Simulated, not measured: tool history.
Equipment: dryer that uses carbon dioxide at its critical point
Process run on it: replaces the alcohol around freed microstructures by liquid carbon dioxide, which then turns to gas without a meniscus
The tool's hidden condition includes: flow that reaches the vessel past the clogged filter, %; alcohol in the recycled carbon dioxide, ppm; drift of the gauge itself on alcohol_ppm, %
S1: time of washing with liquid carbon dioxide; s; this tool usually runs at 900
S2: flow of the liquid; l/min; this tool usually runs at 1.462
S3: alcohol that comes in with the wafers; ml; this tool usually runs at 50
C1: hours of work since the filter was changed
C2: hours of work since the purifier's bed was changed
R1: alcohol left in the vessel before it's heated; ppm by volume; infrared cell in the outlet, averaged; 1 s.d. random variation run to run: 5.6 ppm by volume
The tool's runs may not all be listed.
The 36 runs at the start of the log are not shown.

Run 37, hour 814.6: usual settings but S1 840 s, S2 2.270 l/min; C1 432; C2 618. Result: R1 167 ppm by volume.
Run 38, hour 834.0: usual settings but S1 1020 s, S2 1.020 l/min, S3 36 ml; C1 443; C2 628. Result: R1 479 ppm by volume.
Run 39, hour 855.3: usual settings but S2 1.600 l/min, S3 44 ml; C1 454; C2 640. Result: R1 266 ppm by volume.
Run 40, hour 876.1: usual settings but S1 720 s, S2 2.100 l/min, S3 74 ml; C1 466; C2 652. Result: R1 335 ppm by volume.
Run 41, hour 905.2: usual settings but S1 1200 s, S2 2.140 l/min, S3 58 ml; C1 482; C2 668. Result: R1 129 ppm by volume.
Run 42, hour 930.5: usual settings but S1 1200 s, S2 1.530 l/min, S3 62 ml; C1 496; C2 682. Result: R1 195 ppm by volume.
Run 43, hour 959.4: usual settings but S1 1260 s, S2 1.730 l/min, S3 62 ml; C1 512; C2 698. Result: R1 160 ppm by volume.
Run 44, hour 984.4: usual settings but S1 720 s, S2 1.250 l/min, S3 86 ml; C1 526; C2 712. Result: R1 1610 ppm by volume.
Run 45, hour 1007.0: usual settings but S3 26 ml; C1 539; C2 725. Result: R1 269 ppm by volume.
Run 46, hour 1037.8: usual settings but S2 1.350 l/min, S3 26 ml; C1 556; C2 742. Result: R1 311 ppm by volume.

Predict each of these 4 candidate next runs independently; none follows another, all start after run 46:
At hour 1046.6: inlet filter changed.
Run A, hour 1055.1: usual settings but S1 1320 s, S2 0.970 l/min, S3 100 ml; C1 5; C2 751. Result: R1 ?.
At hour 1046.6: inlet filter changed.
Run B, hour 1055.1: usual settings but S1 960 s, S2 2.410 l/min, S3 31 ml; C1 5; C2 751. Result: R1 ?.
At hour 1046.6: inlet filter changed.
Run C, hour 1055.1: usual settings but S1 1020 s; C1 5; C2 751. Result: R1 ?.
At hour 1046.6: inlet filter changed.
Run D, hour 1055.1: usual settings but S2 2.290 l/min, S3 26 ml; C1 5; C2 751. Result: R1 ?.

run   R1
  A  476
  B  144
  C  239
  D  150
Had the tool no hidden state, the same runs would have come out as:
run   R1
  A  334
  B    9
  C  102
  D   12
